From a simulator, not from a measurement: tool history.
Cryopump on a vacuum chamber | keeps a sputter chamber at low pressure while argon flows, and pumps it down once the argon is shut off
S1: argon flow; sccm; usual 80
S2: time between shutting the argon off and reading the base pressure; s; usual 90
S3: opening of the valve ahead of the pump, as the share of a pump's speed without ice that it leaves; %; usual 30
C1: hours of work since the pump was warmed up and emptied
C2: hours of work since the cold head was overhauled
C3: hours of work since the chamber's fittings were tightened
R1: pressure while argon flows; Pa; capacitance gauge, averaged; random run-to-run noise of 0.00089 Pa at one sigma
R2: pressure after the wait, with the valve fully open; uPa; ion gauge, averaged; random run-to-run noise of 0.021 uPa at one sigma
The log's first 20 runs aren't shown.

Run 21, hour 624.7: usual settings but S1 146 sccm, S2 20 s, S3 15 %; C1 696; C2 696; C3 110. Result: R1 0.6814 Pa, R2 1.49 uPa.
Run 22, hour 659.0: usual settings but S1 91 sccm, S2 216 s; C1 717; C2 717; C3 131. Result: R1 0.2155 Pa, R2 0.31 uPa.
Run 23, hour 683.8: usual settings but S1 34 sccm, S3 20 %; C1 732; C2 732; C3 146. Result: R1 0.1196 Pa, R2 0.50 uPa.
Run 24, hour 708.8: usual settings but S1 50 sccm, S2 21 s, S3 20 %; C1 748; C2 748; C3 161. Result: R1 0.1762 Pa, R2 1.51 uPa.
Run 25, hour 739.3: usual settings but S1 50 sccm, S2 75 s, S3 20 %; C1 766; C2 766; C3 180. Result: R1 0.1752 Pa, R2 0.53 uPa.
Run 26, hour 782.3: usual settings but S1 50 sccm, S2 75 s, S3 20 %; C1 792; C2 792; C3 206. Result: R1 0.1780 Pa, R2 0.58 uPa.
Run 27, hour 809.3: usual settings but S1 131 sccm; C1 809; C2 809; C3 222. Result: R1 0.3136 Pa, R2 0.54 uPa.
Run 28, hour 830.8: usual settings but S1 131 sccm; C1 822; C2 822; C3 235. Result: R1 0.3109 Pa, R2 0.53 uPa.
Run 29, hour 867.0: usual settings but S1 54 sccm, S2 238 s, S3 20 %; C1 844; C2 844; C3 257. Result: R1 0.1909 Pa, R2 0.32 uPa.
Run 30, hour 900.3: usual settings but S1 54 sccm, S2 238 s, S3 20 %; C1 864; C2 864; C3 278. Result: R1 0.1918 Pa, R2 0.39 uPa.
Run 31, hour 923.6: usual settings but S1 54 sccm, S2 238 s, S3 20 %; C1 878; C2 878; C3 292. Result: R1 0.1913 Pa, R2 0.42 uPa.
Run 32, hour 946.4: usual settings but S1 72 sccm; C1 892; C2 892; C3 305. Result: R1 0.1741 Pa, R2 0.61 uPa.
Run 33, hour 967.3: usual settings but S1 113 sccm, S2 125 s, S3 16 %; C1 904; C2 904; C3 318. Result: R1 0.4997 Pa, R2 0.47 uPa.
Run 34, hour 999.7: usual settings but S1 40 sccm, S2 173 s; C1 924; C2 924; C3 338. Result: R1 0.0954 Pa, R2 0.47 uPa.
Run 35, hour 1027.1: usual settings but S1 40 sccm, S2 173 s; C1 941; C2 941; C3 354. Result: R1 0.0957 Pa, R2 0.43 uPa.

Predict each of these 3 candidate next runs independently; none follows another, all start after run 35:
Run A, hour 1066.4: usual settings but S1 34 sccm, S2 173 s; C1 965; C2 965; C3 378. Result: R1 ?, R2 ?.
Run B, hour 1066.4: usual settings but S2 282 s; C1 965; C2 965; C3 378. Result: R1 ?, R2 ?.
Run C, hour 1066.4: usual settings but S1 123 sccm, S2 21 s, S3 56 %; C1 965; C2 965; C3 378. Result: R1 ?, R2 ?.

run      R1    R2
  A  0.0828  0.47
  B  0.1912  0.41
  C  0.1661  1.51
With the hidden condition removed and each run's random variation left untouched, the same runs would have given:
run      R1    R2
  A  0.0788  0.29
  B  0.1819  0.22
  C  0.1516  1.33
